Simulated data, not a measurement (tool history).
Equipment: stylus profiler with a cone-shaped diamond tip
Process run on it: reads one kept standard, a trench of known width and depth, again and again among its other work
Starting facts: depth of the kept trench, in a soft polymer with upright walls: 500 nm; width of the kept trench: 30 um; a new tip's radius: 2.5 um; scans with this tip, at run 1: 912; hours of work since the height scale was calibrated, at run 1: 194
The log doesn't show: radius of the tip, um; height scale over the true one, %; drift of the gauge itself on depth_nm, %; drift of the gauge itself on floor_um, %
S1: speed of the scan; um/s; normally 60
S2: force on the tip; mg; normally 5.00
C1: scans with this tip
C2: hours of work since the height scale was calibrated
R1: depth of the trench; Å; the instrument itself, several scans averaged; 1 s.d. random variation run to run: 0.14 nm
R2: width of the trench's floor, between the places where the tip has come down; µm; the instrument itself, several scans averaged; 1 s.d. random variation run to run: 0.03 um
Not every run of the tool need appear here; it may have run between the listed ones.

run    day   S1     S2    C1   C2      R1     R2
  1  0.000   60   5.00   912  194  5107.4  26.69
  2  0.633   60   2.26   957  204  5063.4  26.60
  3  0.975   60   2.26   981  209  5067.5  26.63
  4  1.312   29   5.00  1005  214  5107.9  26.83
  5  1.712   29   5.00  1033  220  5110.1  26.85
  6  1.992   29   5.00  1053  224  5111.0  26.88
  7  2.404   30   5.00  1082  231  5110.7  26.90
  8  2.996   30   5.00  1124  239  5108.5  26.85
  9  3.312  103   5.00  1146  244  5111.3  26.54
 10  3.658   60   5.00  1171  249  5104.9  26.67
 11  3.938   20   5.00  1190  254  5110.9  26.92
 12  4.304   60   3.19  1216  259  5080.7  26.61
 13  4.817   97   8.20  1252  267  5151.8  26.65
 14  5.471  127  12.50  1299  277  5199.0  26.61
 15  5.762   28   2.99  1319  281  5080.6  26.88
 16  6.342   28   2.99  1360  290  5076.4  26.83
 17  6.658  100  13.87  1382  294  5213.3  26.71

What does the tool deliver on the next run?
 18  7.142  100  13.87  1417  302   ?   ?

R1: 5213.4 Å
R2: 26.68 µm
On a tool with no hidden condition, and with the same random variation, this run would have come out at R1 5209.4 Å, R2 26.72 µm.

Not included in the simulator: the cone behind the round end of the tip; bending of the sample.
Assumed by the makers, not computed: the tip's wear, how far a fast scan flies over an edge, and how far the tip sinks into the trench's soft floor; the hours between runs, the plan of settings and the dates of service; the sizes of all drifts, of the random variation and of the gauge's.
